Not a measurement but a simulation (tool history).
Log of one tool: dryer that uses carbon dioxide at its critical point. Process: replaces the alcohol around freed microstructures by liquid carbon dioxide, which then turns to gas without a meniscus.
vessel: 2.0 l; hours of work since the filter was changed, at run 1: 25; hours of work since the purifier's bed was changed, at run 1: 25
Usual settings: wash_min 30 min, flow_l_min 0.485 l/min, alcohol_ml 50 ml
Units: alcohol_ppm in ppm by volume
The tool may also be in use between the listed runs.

| run | hour | wash_min | flow_l_min | alcohol_ml | hours of work since the filter was changed | hours of work since the purifier's bed was changed | alcohol_ppm |
|---|---|---|---|---|---|---|---|
| 1 | 0 | 30 | 0.485 | 50 | 25 | 25 | 169 |
| 2 | 32.2 | 30 | 0.485 | 110 | 35 | 35 | 377 |
| 3 | 63.1 | 30 | 0.485 | 50 | 45 | 45 | 176 |
| 4 | 100.9 | 30 | 0.485 | 50 | 56 | 56 | 177 |
| 5 | 139.4 | 30 | 0.485 | 50 | 68 | 68 | 182 |
| 6 | 170.3 | 46 | 0.485 | 50 | 77 | 77 | 26 |
| 7 | 201.5 | 46 | 0.485 | 50 | 87 | 87 | 28 |
| 8 | 218.1 | 46 | 0.485 | 50 | 92 | 92 | 40 |
| 9 | 253.1 | 42 | 0.485 | 50 | 103 | 103 | 39 |
| 10 | 273.7 | 39 | 0.485 | 50 | 109 | 109 | 64 |
| 11 | 307.8 | 39 | 0.485 | 50 | 119 | 119 | 69 |
| 12 | 332.9 | 30 | 0.485 | 50 | 127 | 127 | 195 |
| 13 | 355.2 | 30 | 0.485 | 50 | 134 | 134 | 194 |
| 14 | 387.8 | 30 | 0.485 | 67 | 144 | 144 | 257 |
| 15 | 411 | 30 | 0.485 | 67 | 151 | 151 | 262 |
| 16 | 434.6 | 30 | 0.485 | 67 | 158 | 158 | 261 |
| 17 | 469.7 | 30 | 0.485 | 50 | 169 | 169 | 205 |
| 18 | 495.9 | 30 | 0.485 | 50 | 177 | 177 | 211 |
| 19 | 531.3 | 30 | 0.485 | 50 | 188 | 188 | 211 |
| 20 | 549.8 | 30 | 0.485 | 50 | 193 | 193 | 214 |
| 21 | 572.3 | 30 | 0.485 | 50 | 200 | 200 | 223 |
| 22 | 589.9 | 30 | 0.485 | 50 | 205 | 205 | 226 |
| 23 | 620.1 | 36 | 0.485 | 30 | 215 | 215 | 83 |
| 24 | 658.4 | 36 | 0.485 | 30 | 226 | 226 | 86 |
| 25 | 675.9 | 29 | 0.379 | 23 | 232 | 232 | 316 |
| 26 | 714.8 | 29 | 0.379 | 23 | 244 | 244 | 309 |
| 27 | 735.6 | 30 | 0.706 | 89 | 250 | 250 | 97 |
| 28 | 765.8 | 37 | 0.485 | 21 | 259 | 259 | 76 |
| 29 | 789 | 19 | 0.485 | 21 | 266 | 266 | 509 |
| 30 | 810.6 | 30 | 0.485 | 21 | 273 | 273 | 132 |
| 31 | 832.3 | 30 | 0.485 | 21 | 279 | 279 | 137 |
| 32 | 866.4 | 30 | 0.485 | 21 | 290 | 290 | 146 |
| 33 | 894.1 | 30 | 0.485 | 29 | 298 | 298 | 157 |
| 34 | 929.5 | 35 | 0.413 | 62 | 309 | 309 | 288 |
| 35 | 956 | 35 | 0.413 | 62 | 317 | 317 | 292 |
| 36 | 990.5 | 48 | 0.381 | 23 | 328 | 328 | 90 |
| 37 | 1017.6 | 30 | 0.485 | 31 | 336 | 336 | 178 |
| 38 | 1038.5 | 22 | 0.354 | 43 | 342 | 342 | 1500 |
| 39 | 1055.6 | 33 | 0.451 | 115 | 348 | 348 | 449 |
| 40 | 1075.9 | 30 | 0.493 | 50 | 354 | 354 | 252 |
| 41 | 1104.4 | 30 | 0.493 | 50 | 362 | 362 | 240 |
| 42 | 1122.8 | 30 | 0.316 | 22 | 368 | 368 | 491 |
| 43 | 1157 | 30 | 0.485 | 59 | 378 | 378 | 309 |

Some steps in alcohol_ppm between neighbouring runs. How much of each would the tool show without its hidden state too (settings, what came in, random variation), and how much is left for the hidden state, with any gauge scatter that isn't in both results?
The hidden state here: flow that reaches the vessel past the clogged filter, %; alcohol in the recycled carbon dioxide, ppm; drift of the gauge itself on alcohol_ppm, %.
Run 28 -> 29: wash_min 37 -> 19. alcohol_ppm +433 ppm by volume: hidden state +44, all else +389.
Run 37 -> 38: wash_min 30 -> 22, flow_l_min 0.485 -> 0.354, alcohol_ml 31 -> 43. alcohol_ppm +1322 ppm by volume: hidden state +132, all else +1190.
Run 38 -> 39: wash_min 22 -> 33, flow_l_min 0.354 -> 0.451, alcohol_ml 43 -> 115. alcohol_ppm -1051 ppm by volume: hidden state -77, all else -974.

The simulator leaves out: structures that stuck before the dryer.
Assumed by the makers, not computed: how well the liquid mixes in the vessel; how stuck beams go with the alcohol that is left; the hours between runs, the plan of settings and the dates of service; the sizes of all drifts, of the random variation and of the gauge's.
